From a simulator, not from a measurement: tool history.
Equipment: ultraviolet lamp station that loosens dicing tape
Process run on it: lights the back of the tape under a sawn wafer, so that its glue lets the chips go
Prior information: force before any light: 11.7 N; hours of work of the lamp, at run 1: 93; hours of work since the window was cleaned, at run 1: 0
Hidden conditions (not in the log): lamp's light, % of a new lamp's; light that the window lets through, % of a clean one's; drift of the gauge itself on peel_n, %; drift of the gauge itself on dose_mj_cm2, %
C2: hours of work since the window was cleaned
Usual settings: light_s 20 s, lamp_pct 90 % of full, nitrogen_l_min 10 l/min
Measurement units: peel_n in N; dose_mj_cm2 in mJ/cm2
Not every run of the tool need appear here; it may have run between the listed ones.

Run 1, day 0.000: usual settings; hours of work of the lamp 93; C2 0. Result: peel_n 0.426 N, dose_mj_cm2 616 mJ/cm2.
Run 2, day 1.779: usual settings; hours of work of the lamp 121; C2 28. Result: peel_n 0.440 N, dose_mj_cm2 604 mJ/cm2.
Run 3, day 2.604: usual settings; hours of work of the lamp 135; C2 42. Result: peel_n 0.449 N, dose_mj_cm2 602 mJ/cm2.
Run 4, day 3.617: usual settings; hours of work of the lamp 151; C2 58. Result: peel_n 0.472 N, dose_mj_cm2 593 mJ/cm2.
Run 5, day 5.150: usual settings but light_s 39 s; hours of work of the lamp 175; C2 82. Result: peel_n 0.109 N, dose_mj_cm2 1132 mJ/cm2.
Run 6, day 5.904: usual settings; hours of work of the lamp 187; C2 94. Result: peel_n 0.460 N, dose_mj_cm2 576 mJ/cm2.
Run 7, day 7.204: usual settings; hours of work of the lamp 208; C2 115. Result: peel_n 0.531 N, dose_mj_cm2 566 mJ/cm2.
Run 8, day 8.921: usual settings; hours of work of the lamp 235; C2 142. Result: peel_n 0.547 N, dose_mj_cm2 552 mJ/cm2.
Run 9, day 9.879: usual settings; hours of work of the lamp 251; C2 158. Result: peel_n 0.536 N, dose_mj_cm2 551 mJ/cm2.
Run 10, day 10.783: usual settings but nitrogen_l_min 15 l/min; hours of work of the lamp 265; C2 172. Result: peel_n 0.431 N, dose_mj_cm2 541 mJ/cm2.
Run 11, day 12.275: usual settings but nitrogen_l_min 15 l/min; hours of work of the lamp 289; C2 196. Result: peel_n 0.477 N, dose_mj_cm2 537 mJ/cm2.
Run 12, day 13.212: usual settings but nitrogen_l_min 15 l/min; hours of work of the lamp 304; C2 211. Result: peel_n 0.468 N, dose_mj_cm2 521 mJ/cm2.
Run 13, day 14.112: usual settings but nitrogen_l_min 15 l/min; hours of work of the lamp 318; C2 225. Result: peel_n 0.502 N, dose_mj_cm2 517 mJ/cm2.
Run 14, day 15.258: usual settings but nitrogen_l_min 15 l/min; hours of work of the lamp 336; C2 243. Result: peel_n 0.508 N, dose_mj_cm2 516 mJ/cm2.
Run 15, day 16.333: usual settings but nitrogen_l_min 15 l/min; hours of work of the lamp 354; C2 261. Result: peel_n 0.524 N, dose_mj_cm2 508 mJ/cm2.
Run 16, day 17.958: usual settings but light_s 13 s, nitrogen_l_min 15 l/min; hours of work of the lamp 379; C2 287. Result: peel_n 1.517 N, dose_mj_cm2 325 mJ/cm2.
Run 17, day 19.679: usual settings but light_s 38 s; hours of work of the lamp 407; C2 314. Result: peel_n 0.161 N, dose_mj_cm2 933 mJ/cm2.
Run 18, day 21.179: usual settings but light_s 37 s; hours of work of the lamp 431; C2 338. Result: peel_n 0.160 N, dose_mj_cm2 877 mJ/cm2.
Run 19, day 22.483: usual settings but nitrogen_l_min 6 l/min; hours of work of the lamp 452; C2 359. Result: peel_n 1.180 N, dose_mj_cm2 467 mJ/cm2.
Run 20, day 23.300: usual settings but nitrogen_l_min 6 l/min; hours of work of the lamp 465; C2 372. Result: peel_n 1.168 N, dose_mj_cm2 468 mJ/cm2.
Run 21, day 24.846: usual settings but nitrogen_l_min 14 l/min; hours of work of the lamp 489; C2 396. Result: peel_n 0.723 N, dose_mj_cm2 452 mJ/cm2.
At day 25.588: window cleaned of glue's vapour.
Run 22, day 26.396: usual settings but nitrogen_l_min 14 l/min; hours of work of the lamp 514; C2 13. Result: peel_n 0.536 N, dose_mj_cm2 513 mJ/cm2.
Run 23, day 27.958: usual settings but nitrogen_l_min 14 l/min; hours of work of the lamp 539; C2 38. Result: peel_n 0.528 N, dose_mj_cm2 506 mJ/cm2.
Run 24, day 28.788: usual settings but light_s 28 s, lamp_pct 95 % of full, nitrogen_l_min 3 l/min; hours of work of the lamp 552; C2 51. Result: peel_n 0.690 N, dose_mj_cm2 733 mJ/cm2.
Run 25, day 30.554: usual settings but lamp_pct 66 % of full; hours of work of the lamp 580; C2 79. Result: peel_n 1.503 N, dose_mj_cm2 358 mJ/cm2.
Run 26, day 31.629: usual settings but lamp_pct 66 % of full; hours of work of the lamp 597; C2 96. Result: peel_n 1.562 N, dose_mj_cm2 348 mJ/cm2.
Run 27, day 32.879: usual settings but lamp_pct 66 % of full; hours of work of the lamp 617; C2 116. Result: peel_n 1.577 N, dose_mj_cm2 346 mJ/cm2.
Run 28, day 33.629: usual settings but light_s 10 s, lamp_pct 81 % of full, nitrogen_l_min 6 l/min; hours of work of the lamp 629; C2 128. Result: peel_n 3.966 N, dose_mj_cm2 210 mJ/cm2.
Run 29, day 34.400: usual settings but light_s 18 s, lamp_pct 64 % of full, nitrogen_l_min 4 l/min; hours of work of the lamp 641; C2 141. Result: peel_n 3.152 N, dose_mj_cm2 295 mJ/cm2.
Run 30, day 35.367: usual settings but light_s 24 s, lamp_pct 64 % of full, nitrogen_l_min 3 l/min; hours of work of the lamp 657; C2 156. Result: peel_n 2.400 N, dose_mj_cm2 394 mJ/cm2.
Run 31, day 36.975: usual settings but light_s 14 s, lamp_pct 69 % of full, nitrogen_l_min 8 l/min; hours of work of the lamp 682; C2 182. Result: peel_n 3.213 N, dose_mj_cm2 239 mJ/cm2.
Run 32, day 38.167: usual settings but light_s 18 s, lamp_pct 69 % of full, nitrogen_l_min 6 l/min; hours of work of the lamp 702; C2 201. Result: peel_n 2.620 N, dose_mj_cm2 305 mJ/cm2.
Run 33, day 39.142: usual settings but light_s 15 s, lamp_pct 63 % of full, nitrogen_l_min 3 l/min; hours of work of the lamp 717; C2 216. Result: peel_n 4.668 N, dose_mj_cm2 231 mJ/cm2.
Run 34, day 40.333: usual settings but light_s 31 s, lamp_pct 72 % of full; hours of work of the lamp 736; C2 235. Result: peel_n 0.609 N, dose_mj_cm2 528 mJ/cm2.
Run 35, day 41.454: usual settings but light_s 31 s, lamp_pct 72 % of full, nitrogen_l_min 18 l/min; hours of work of the lamp 754; C2 253. Result: peel_n 0.449 N, dose_mj_cm2 525 mJ/cm2.
Run 36, day 43.204: usual settings but light_s 13 s, lamp_pct 72 % of full, nitrogen_l_min 4 l/min; hours of work of the lamp 782; C2 281. Result: peel_n 4.550 N, dose_mj_cm2 216 mJ/cm2.
Run 37, day 44.321: usual settings but light_s 13 s, lamp_pct 72 % of full, nitrogen_l_min 4 l/min; hours of work of the lamp 800; C2 299. Result: peel_n 4.533 N, dose_mj_cm2 210 mJ/cm2.
Run 38, day 45.258: usual settings but lamp_pct 85 % of full; hours of work of the lamp 815; C2 314. Result: peel_n 1.334 N, dose_mj_cm2 379 mJ/cm2.
Run 39, day 46.575: usual settings but lamp_pct 74 % of full; hours of work of the lamp 836; C2 335. Result: peel_n 1.852 N, dose_mj_cm2 327 mJ/cm2.
Run 40, day 47.362: usual settings but light_s 15 s, lamp_pct 99 % of full, nitrogen_l_min 4 l/min; hours of work of the lamp 848; C2 347. Result: peel_n 2.946 N, dose_mj_cm2 320 mJ/cm2.
Run 41, day 48.471: usual settings but light_s 15 s, lamp_pct 60 % of full, nitrogen_l_min 6 l/min; hours of work of the lamp 866; C2 365. Result: peel_n 4.485 N, dose_mj_cm2 193 mJ/cm2.
Run 42, day 49.542: usual settings but lamp_pct 94 % of full; hours of work of the lamp 883; C2 382. Result: peel_n 1.234 N, dose_mj_cm2 396 mJ/cm2.
Run 43, day 50.892: usual settings but light_s 17 s, lamp_pct 94 % of full; hours of work of the lamp 904; C2 404. Result: peel_n 1.801 N, dose_mj_cm2 329 mJ/cm2.

Hidden state or all else? Some run-to-run changes of peel_n, split into what the settings, what came in and random variation would give without the hidden state, and what is left for the hidden state (with any gauge scatter that isn't in both results):
Run 33 -> 34: light_s 15 -> 31, lamp_pct 63 -> 72, nitrogen_l_min 3 -> 10. peel_n -4.059 N: hidden state -1.233, all else -2.826.
Run 35 -> 36: light_s 31 -> 13, nitrogen_l_min 18 -> 4. peel_n +4.101 N: hidden state +1.558, all else +2.543.
Run 41 -> 42: light_s 15 -> 20, lamp_pct 60 -> 94, nitrogen_l_min 6 -> 10. peel_n -3.251 N: hidden state -1.203, all else -2.048.
